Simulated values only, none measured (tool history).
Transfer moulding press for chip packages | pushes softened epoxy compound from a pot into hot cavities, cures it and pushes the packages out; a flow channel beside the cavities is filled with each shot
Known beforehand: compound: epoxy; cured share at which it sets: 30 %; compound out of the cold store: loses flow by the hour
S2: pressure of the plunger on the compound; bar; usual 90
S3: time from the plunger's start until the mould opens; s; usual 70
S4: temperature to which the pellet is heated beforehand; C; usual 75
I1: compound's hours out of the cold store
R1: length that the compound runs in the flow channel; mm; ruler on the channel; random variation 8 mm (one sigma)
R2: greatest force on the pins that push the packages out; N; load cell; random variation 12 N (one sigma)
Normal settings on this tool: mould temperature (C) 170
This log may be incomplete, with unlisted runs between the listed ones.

run 1 hour=0 | mould_temperature_(C)=170 S2=90 S3=70 S4=75 | I1=25.7 | R1=929 R2=563
run 2 hour=14.3 | mould_temperature_(C)=170 S2=90 S3=70 S4=75 | I1=37.2 | R1=895 R2=534
run 3 hour=32.5 | mould_temperature_(C)=170 S2=90 S3=70 S4=75 | I1=34.8 | R1=887 R2=559
-- hour=47.9 cavities cleaned with cleaning compound and waxed
run 4 hour=47.9 | mould_temperature_(C)=170 S2=90 S3=70 S4=75 | I1=40.3 | R1=875 R2=536
run 5 hour=57.5 | mould_temperature_(C)=170 S2=90 S3=70 S4=75 | I1=17.7 | R1=984 R2=577
run 6 hour=71.2 | mould_temperature_(C)=170 S2=90 S3=70 S4=75 | I1=10.3 | R1=1007 R2=601
run 7 hour=79.8 | mould_temperature_(C)=170 S2=90 S3=70 S4=75 | I1=26.7 | R1=937 R2=575
run 8 hour=88.5 | mould_temperature_(C)=170 S2=90 S3=70 S4=75 | I1=18.3 | R1=986 R2=610
run 9 hour=100.1 | mould_temperature_(C)=170 S2=90 S3=70 S4=75 | I1=41.2 | R1=859 R2=535
run 10 hour=115.8 | mould_temperature_(C)=170 S2=90 S3=70 S4=75 | I1=36.6 | R1=885 R2=553
run 11 hour=129.5 | mould_temperature_(C)=170 S2=90 S3=70 S4=75 | I1=42.4 | R1=865 R2=536
-- hour=139.2 cavities cleaned with cleaning compound and waxed
run 12 hour=140.3 | mould_temperature_(C)=170 S2=90 S3=70 S4=68 | I1=22.5 | R1=947 R2=591
run 13 hour=148.6 | mould_temperature_(C)=170 S2=90 S3=70 S4=77 | I1=12.8 | R1=1002 R2=595
-- hour=164 plunger's sealing rings changed
run 14 hour=164 | mould_temperature_(C)=170 S2=90 S3=70 S4=77 | I1=36.9 | R1=874 R2=530
run 15 hour=176.1 | mould_temperature_(C)=170 S2=90 S3=70 S4=77 | I1=40.9 | R1=868 R2=554
run 16 hour=193 | mould_temperature_(C)=170 S2=73.9 S3=70 S4=79 | I1=12.4 | R1=898 R2=595
run 17 hour=207.5 | mould_temperature_(C)=177 S2=73.9 S3=70 S4=79 | I1=40.1 | R1=779 R2=371
run 18 hour=219.1 | mould_temperature_(C)=162 S2=80.1 S3=55 S4=74 | I1=47.7 | R1=804 R2=1410
run 19 hour=228.3 | mould_temperature_(C)=162 S2=80.1 S3=55 S4=74 | I1=38.9 | R1=845 R2=1458
-- hour=233.5 cavities cleaned with cleaning compound and waxed
run 20 hour=242.5 | mould_temperature_(C)=163 S2=97.1 S3=93 S4=75 | I1=44.3 | R1=901 R2=444
run 21 hour=256.8 | mould_temperature_(C)=174 S2=97.1 S3=93 S4=79 | I1=33.7 | R1=906 R2=346
run 22 hour=270.4 | mould_temperature_(C)=170 S2=89 S3=70 S4=66 | I1=32.6 | R1=893 R2=581
run 23 hour=282 | mould_temperature_(C)=170 S2=101 S3=70 S4=76 | I1=39.4 | R1=934 R2=539
run 24 hour=298.5 | mould_temperature_(C)=170 S2=105 S3=70 S4=70 | I1=33.3 | R1=968 R2=572
run 25 hour=309 | mould_temperature_(C)=170 S2=90 S3=89 S4=73 | I1=10.4 | R1=1002 R2=367

For run 26, what comes out?
run 26 hour=317.5 | mould_temperature_(C)=170 S2=90 S3=89 S4=79 | I1=23.2 | R1=? R2=?

Run 26 yielded R1 939 mm, R2 356 N.
The same run, on a tool lacking any hidden state, would have yielded R1 939 mm, R2 352 N.
